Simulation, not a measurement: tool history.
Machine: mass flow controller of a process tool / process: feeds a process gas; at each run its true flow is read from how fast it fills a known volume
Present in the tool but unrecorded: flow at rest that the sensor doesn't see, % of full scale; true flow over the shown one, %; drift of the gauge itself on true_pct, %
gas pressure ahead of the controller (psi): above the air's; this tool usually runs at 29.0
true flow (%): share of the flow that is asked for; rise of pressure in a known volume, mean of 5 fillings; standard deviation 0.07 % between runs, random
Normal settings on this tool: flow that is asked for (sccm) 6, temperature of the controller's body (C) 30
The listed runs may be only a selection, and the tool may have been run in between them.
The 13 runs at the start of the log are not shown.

run,hour,flow that is asked for (sccm),gas pressure ahead of the controller (psi),temperature of the controller's body (C),hours of work since the controller was set to zero,hours of work since the controller was changed,true flow (%)
14,648.1,6,29.0,30,921,921,98.79
15,714.1,6,29.0,30,948,948,98.63
16,780.3,6,29.0,30,976,976,98.69
17,833.0,6,29.0,35,998,998,98.47
18,878.2,6,29.0,35,1017,1017,98.39
19,925.7,6,29.0,35,1037,1037,98.30
20,974.0,6,29.0,35,1058,1058,98.42
21,1018.8,6,29.0,29,1077,1077,98.84
22,1065.9,6,30.6,30,1096,1096,98.84
23,1136.1,6,30.6,30,1126,1126,98.85
24,1206.0,6,20.5,30,1155,1155,98.65
25,1282.3,6,20.5,30,1187,1187,98.59
26,1324.0,6,20.5,30,1205,1205,98.59
27,1386.1,6,36.3,20,1231,1231,99.51
28,1429.7,6,23.5,28,1249,1249,98.93
29,1500.3,8,29.6,27,1279,1279,99.09
30,1548.6,8,35.1,27,1299,1299,99.15
31,1616.3,8,35.1,27,1328,1328,99.17
32,1655.3,13,40.3,25,1344,1344,99.77
33,1707.4,13,40.3,25,1366,1366,99.75

Run 34 is up next; what results do you expect?
34,1756.4,6,22.0,37,1387,1387,?

Logged for run 34: true flow (%) 98.27.
Were there no unlogged condition in the tool, this run, its random variation unchanged, would have produced true flow (%) 97.67.
